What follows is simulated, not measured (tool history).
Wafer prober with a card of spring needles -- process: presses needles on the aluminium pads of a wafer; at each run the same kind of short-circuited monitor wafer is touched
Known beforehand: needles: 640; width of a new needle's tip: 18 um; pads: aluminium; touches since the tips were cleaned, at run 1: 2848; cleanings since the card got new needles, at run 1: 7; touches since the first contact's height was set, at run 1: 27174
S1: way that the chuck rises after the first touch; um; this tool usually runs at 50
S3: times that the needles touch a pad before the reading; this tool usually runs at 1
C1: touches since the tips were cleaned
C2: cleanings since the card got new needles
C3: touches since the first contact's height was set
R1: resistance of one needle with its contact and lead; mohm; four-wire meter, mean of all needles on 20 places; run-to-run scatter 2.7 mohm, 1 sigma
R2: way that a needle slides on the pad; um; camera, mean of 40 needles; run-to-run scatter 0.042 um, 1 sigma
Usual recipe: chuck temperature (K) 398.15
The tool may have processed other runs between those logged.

{"run": 1, "hour": 0.0, "S1": 50, "chuck temperature (K)": 398.15, "S3": 1, "C1": 2848, "C2": 7, "C3": 27174, "R1": 381, "R2": 12.23}
{"hour": 0.9, "done": "tips cleaned on abrasive film"}
{"hour": 6.5, "done": "tips cleaned on abrasive film"}
{"hour": 12.0, "done": "tips cleaned on abrasive film"}
{"run": 2, "hour": 15.9, "S1": 50, "chuck temperature (K)": 363.15, "S3": 1, "C1": 2317, "C2": 10, "C3": 36389, "R1": 363, "R2": 12.04}
{"hour": 17.1, "done": "tips cleaned on abrasive film"}
{"hour": 23.4, "done": "tips cleaned on abrasive film"}
{"run": 3, "hour": 27.8, "S1": 50, "chuck temperature (K)": 304.15, "S3": 1, "C1": 2588, "C2": 12, "C3": 43270, "R1": 364, "R2": 12.02}
{"hour": 28.6, "done": "tips cleaned on abrasive film"}
{"hour": 34.1, "done": "tips cleaned on abrasive film"}
{"run": 4, "hour": 34.5, "S1": 50, "chuck temperature (K)": 304.15, "S3": 1, "C1": 258, "C2": 14, "C3": 47129, "R1": 299, "R2": 11.95}
{"hour": 39.6, "done": "tips cleaned on abrasive film"}
{"hour": 45.0, "done": "tips cleaned on abrasive film"}
{"hour": 45.8, "done": "tips cleaned on abrasive film, once more"}
{"run": 5, "hour": 48.7, "S1": 56, "chuck temperature (K)": 304.15, "S3": 1, "C1": 1684, "C2": 17, "C3": 55302, "R1": 325, "R2": 13.42}
{"hour": 51.7, "done": "tips cleaned on abrasive film"}
{"run": 6, "hour": 55.6, "S1": 56, "chuck temperature (K)": 304.15, "S3": 1, "C1": 2294, "C2": 18, "C3": 59325, "R1": 347, "R2": 13.31}
{"hour": 57.2, "done": "tips cleaned on abrasive film"}
{"hour": 62.8, "done": "tips cleaned on abrasive film"}
{"hour": 68.6, "done": "tips cleaned on abrasive film"}
{"run": 7, "hour": 69.2, "S1": 56, "chuck temperature (K)": 304.15, "S3": 1, "C1": 349, "C2": 21, "C3": 67212, "R1": 292, "R2": 13.16}
{"hour": 74.6, "done": "tips cleaned on abrasive film"}
{"hour": 80.1, "done": "tips cleaned on abrasive film"}
{"run": 8, "hour": 80.1, "S1": 56, "chuck temperature (K)": 304.15, "S3": 1, "C1": 0, "C2": 23, "C3": 73532, "R1": 285, "R2": 13.17}
{"hour": 86.4, "done": "tips cleaned on abrasive film"}
{"run": 9, "hour": 90.4, "S1": 50, "chuck temperature (K)": 316.15, "S3": 1, "C1": 2319, "C2": 24, "C3": 79509, "R1": 351, "R2": 11.76}
{"hour": 92.4, "done": "tips cleaned on abrasive film"}
{"hour": 98.0, "done": "tips cleaned on abrasive film"}
{"hour": 103.6, "done": "tips cleaned on abrasive film"}
{"run": 10, "hour": 103.9, "S1": 50, "chuck temperature (K)": 316.15, "S3": 1, "C1": 202, "C2": 27, "C3": 87342, "R1": 305, "R2": 11.66}
{"hour": 109.4, "done": "tips cleaned on abrasive film"}
{"run": 11, "hour": 111.9, "S1": 50, "chuck temperature (K)": 316.15, "S3": 1, "C1": 1438, "C2": 28, "C3": 91968, "R1": 346, "R2": 11.61}
{"hour": 114.9, "done": "tips cleaned on abrasive film"}
{"hour": 121.0, "done": "tips cleaned on abrasive film"}
{"hour": 126.4, "done": "tips cleaned on abrasive film"}
{"run": 12, "hour": 126.4, "S1": 50, "chuck temperature (K)": 312.15, "S3": 1, "C1": 0, "C2": 31, "C3": 100376, "R1": 294, "R2": 11.53}
{"hour": 132.3, "done": "tips cleaned on abrasive film"}
{"hour": 138.2, "done": "tips cleaned on abrasive film"}
{"run": 13, "hour": 139.3, "S1": 50, "chuck temperature (K)": 398.15, "S3": 1, "C1": 636, "C2": 33, "C3": 107831, "R1": 340, "R2": 11.47}
{"hour": 143.5, "done": "tips cleaned on abrasive film"}
{"run": 14, "hour": 146.5, "S1": 59, "chuck temperature (K)": 300.15, "S3": 1, "C1": 1765, "C2": 34, "C3": 112035, "R1": 325, "R2": 13.71}
{"hour": 148.9, "done": "tips cleaned on abrasive film"}
{"hour": 154.5, "done": "tips cleaned on abrasive film"}
{"run": 15, "hour": 158.1, "S1": 34, "chuck temperature (K)": 398.15, "S3": 2, "C1": 2154, "C2": 36, "C3": 118808, "R1": 417, "R2": 7.42}
{"hour": 160.1, "done": "tips cleaned on abrasive film"}
{"hour": 165.8, "done": "tips cleaned on abrasive film"}
{"hour": 170.1, "done": "height of the first contact set anew"}
{"run": 16, "hour": 170.9, "S1": 34, "chuck temperature (K)": 398.15, "S3": 2, "C1": 2831, "C2": 38, "C3": 469, "R1": 410, "R2": 8.39}
{"hour": 172.0, "done": "tips cleaned on abrasive film"}
{"hour": 178.2, "done": "tips cleaned on abrasive film"}
{"hour": 183.5, "done": "tips cleaned on abrasive film"}
{"run": 17, "hour": 184.1, "S1": 31, "chuck temperature (K)": 357.15, "S3": 2, "C1": 323, "C2": 41, "C3": 8064, "R1": 338, "R2": 7.6}
{"hour": 189.5, "done": "tips cleaned on abrasive film"}
{"run": 18, "hour": 190.9, "S1": 47, "chuck temperature (K)": 301.15, "S3": 2, "C1": 855, "C2": 42, "C3": 12071, "R1": 311, "R2": 11.52}
{"hour": 195.1, "done": "tips cleaned on abrasive film"}
{"run": 19, "hour": 198.6, "S1": 47, "chuck temperature (K)": 301.15, "S3": 2, "C1": 2053, "C2": 43, "C3": 16523, "R1": 331, "R2": 11.58}
{"hour": 201.2, "done": "tips cleaned on abrasive film"}
{"hour": 206.5, "done": "tips cleaned on abrasive film"}
{"run": 20, "hour": 206.5, "S1": 46, "chuck temperature (K)": 341.15, "S3": 2, "C1": 0, "C2": 45, "C3": 21081, "R1": 301, "R2": 11.15}
{"hour": 212.7, "done": "tips cleaned on abrasive film"}
{"run": 21, "hour": 214.9, "S1": 46, "chuck temperature (K)": 344.15, "S3": 2, "C1": 1261, "C2": 46, "C3": 25952, "R1": 333, "R2": 11.16}
{"hour": 218.6, "done": "tips cleaned on abrasive film"}
{"hour": 224.2, "done": "tips cleaned on abrasive film"}
{"run": 22, "hour": 227.4, "S1": 46, "chuck temperature (K)": 344.15, "S3": 2, "C1": 1899, "C2": 48, "C3": 33241, "R1": 341, "R2": 11.19}
{"hour": 229.6, "done": "tips cleaned on abrasive film"}
{"hour": 234.8, "done": "tips cleaned on abrasive film"}
{"run": 23, "hour": 239.7, "S1": 46, "chuck temperature (K)": 344.15, "S3": 2, "C1": 2905, "C2": 50, "C3": 40368, "R1": 358, "R2": 11.08}
{"hour": 240.8, "done": "tips cleaned on abrasive film"}
{"hour": 246.5, "done": "tips cleaned on abrasive film"}
{"run": 24, "hour": 247.1, "S1": 33, "chuck temperature (K)": 344.15, "S3": 2, "C1": 375, "C2": 52, "C3": 44654, "R1": 338, "R2": 7.79}
{"hour": 251.9, "done": "tips cleaned on abrasive film"}
{"hour": 257.4, "done": "tips cleaned on abrasive film"}
{"run": 25, "hour": 259.0, "S1": 33, "chuck temperature (K)": 344.15, "S3": 2, "C1": 925, "C2": 54, "C3": 51510, "R1": 353, "R2": 7.72}

4 options for the next run, each taken on its own from the tool as it stands now. Forecast them:
{"hour": 262.6, "done": "tips cleaned on abrasive film"}
{"hour": 268.8, "done": "tips cleaned on abrasive film"}
{"hour": 274.7, "done": "tips cleaned on abrasive film"}
{"run": "A", "hour": 275.1, "S1": 50, "chuck temperature (K)": 317.15, "S3": 2, "C1": 252, "C2": 57, "C3": 60881, "R1": "?", "R2": "?"}
{"hour": 262.6, "done": "tips cleaned on abrasive film"}
{"hour": 268.8, "done": "tips cleaned on abrasive film"}
{"hour": 274.7, "done": "tips cleaned on abrasive film"}
{"run": "B", "hour": 275.1, "S1": 59, "chuck temperature (K)": 308.15, "S3": 2, "C1": 252, "C2": 57, "C3": 60881, "R1": "?", "R2": "?"}
{"hour": 262.6, "done": "tips cleaned on abrasive film"}
{"hour": 268.8, "done": "tips cleaned on abrasive film"}
{"hour": 274.7, "done": "tips cleaned on abrasive film"}
{"run": "C", "hour": 275.1, "S1": 55, "chuck temperature (K)": 398.15, "S3": 2, "C1": 252, "C2": 57, "C3": 60881, "R1": "?", "R2": "?"}
{"hour": 262.6, "done": "tips cleaned on abrasive film"}
{"hour": 268.8, "done": "tips cleaned on abrasive film"}
{"hour": 274.7, "done": "tips cleaned on abrasive film"}
{"run": "D", "hour": 275.1, "S1": 64, "chuck temperature (K)": 342.15, "S3": 1, "C1": 252, "C2": 57, "C3": 60881, "R1": "?", "R2": "?"}

run=A R1=294 R2=11.90
run=B R1=282 R2=14.14
run=C R1=317 R2=13.18
run=D R1=302 R2=15.39
Stripped of hidden state, with their random variation kept, the same runs would have yielded:
run=A R1=280 R2=12.38
run=B R1=272 R2=14.62
run=C R1=306 R2=13.65
run=D R1=288 R2=15.86
